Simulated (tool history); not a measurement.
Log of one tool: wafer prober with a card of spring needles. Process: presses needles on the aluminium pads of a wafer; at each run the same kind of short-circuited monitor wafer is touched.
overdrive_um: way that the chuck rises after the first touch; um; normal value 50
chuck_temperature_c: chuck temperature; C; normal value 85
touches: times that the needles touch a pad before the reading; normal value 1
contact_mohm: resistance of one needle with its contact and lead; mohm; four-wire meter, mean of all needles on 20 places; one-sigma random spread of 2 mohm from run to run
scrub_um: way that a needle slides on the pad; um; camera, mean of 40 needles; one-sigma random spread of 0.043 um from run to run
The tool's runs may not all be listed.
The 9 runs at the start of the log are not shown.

run,hour,overdrive_um,chuck_temperature_c,touches,contact_mohm,scrub_um
# hour 209.4: tips cleaned on abrasive film
10,223.5,50,85,1,343,8.44
# hour 225.8: tips cleaned on abrasive film
# hour 243.4: tips cleaned on abrasive film
11,245.9,50,85,1,254,8.49
# hour 259: tips cleaned on abrasive film
12,261.2,48,85,1,252,8.19
# hour 275: tips cleaned on abrasive film
13,283.3,48,85,1,309,8.17
# hour 290.6: tips cleaned on abrasive film
14,305.2,50,85,1,347,8.47
# hour 308.6: tips cleaned on abrasive film
# hour 325.5: tips cleaned on abrasive film
15,330.6,50,85,1,272,8.44
# hour 342: tips cleaned on abrasive film
16,347.2,50,85,1,286,8.36
# hour 360.1: tips cleaned on abrasive film
17,363.4,50,85,1,260,8.36
# hour 378.2: tips cleaned on abrasive film
18,382.8,50,85,1,279,8.43
# hour 394.5: tips cleaned on abrasive film
# hour 411: tips cleaned on abrasive film
19,413.7,33,109,1,326,5.46
# hour 428.5: tips cleaned on abrasive film
20,430.7,33,109,1,317,5.51
# hour 444.8: tips cleaned on abrasive film
21,458.2,54,43,1,319,9.04
# hour 460.5: tips cleaned on abrasive film
22,474.5,54,43,1,328,9.11
# hour 476.7: tips cleaned on abrasive film
23,490.6,36,85,2,363,5.91
# hour 493.7: tips cleaned on abrasive film
# hour 510: tips cleaned on abrasive film
24,513,32,41,1,335,5.26
# hour 525.4: tips cleaned on abrasive film
# hour 541.5: tips cleaned on abrasive film
25,550.3,50,26,2,263,8.33
# hour 557.1: tips cleaned on abrasive film
26,572.3,50,26,2,297,8.29
# hour 574.6: tips cleaned on abrasive film
27,588.6,48,40,1,361,7.95
# hour 590.5: tips cleaned on abrasive film
# hour 596: height of the first contact set anew
# hour 606.7: tips cleaned on abrasive film
28,610.6,48,66,1,270,8.21
# hour 624.7: tips cleaned on abrasive film
# hour 641.4: tips cleaned on abrasive film
29,641.4,48,66,1,227,8.2
# hour 657.6: tips cleaned on abrasive film
30,670,45,117,2,308,7.7
# hour 675.3: tips cleaned on abrasive film
# hour 691.9: tips cleaned on abrasive film
31,706,50,64,2,285,8.46

Predict each of these 4 candidate next runs independently; none follows another, all start after run 31:
# hour 708.2: tips cleaned on abrasive film
# hour 725.8: tips cleaned on abrasive film
# hour 743.1: tips cleaned on abrasive film
A,743.8,35,34,2,?,?
# hour 708.2: tips cleaned on abrasive film
# hour 725.8: tips cleaned on abrasive film
# hour 743.1: tips cleaned on abrasive film
B,743.8,39,38,2,?,?
# hour 708.2: tips cleaned on abrasive film
# hour 725.8: tips cleaned on abrasive film
# hour 743.1: tips cleaned on abrasive film
C,743.8,48,85,1,?,?
# hour 708.2: tips cleaned on abrasive film
# hour 725.8: tips cleaned on abrasive film
# hour 743.1: tips cleaned on abrasive film
D,743.8,33,64,2,?,?

run,contact_mohm,scrub_um
A,243,5.89
B,234,6.49
C,243,8.1
D,258,5.56
The same runs, with their run-to-run variation unchanged, on a tool lacking any hidden condition would have given:
run,contact_mohm,scrub_um
A,212,5.99
B,209,6.59
C,217,8.2
D,224,5.66

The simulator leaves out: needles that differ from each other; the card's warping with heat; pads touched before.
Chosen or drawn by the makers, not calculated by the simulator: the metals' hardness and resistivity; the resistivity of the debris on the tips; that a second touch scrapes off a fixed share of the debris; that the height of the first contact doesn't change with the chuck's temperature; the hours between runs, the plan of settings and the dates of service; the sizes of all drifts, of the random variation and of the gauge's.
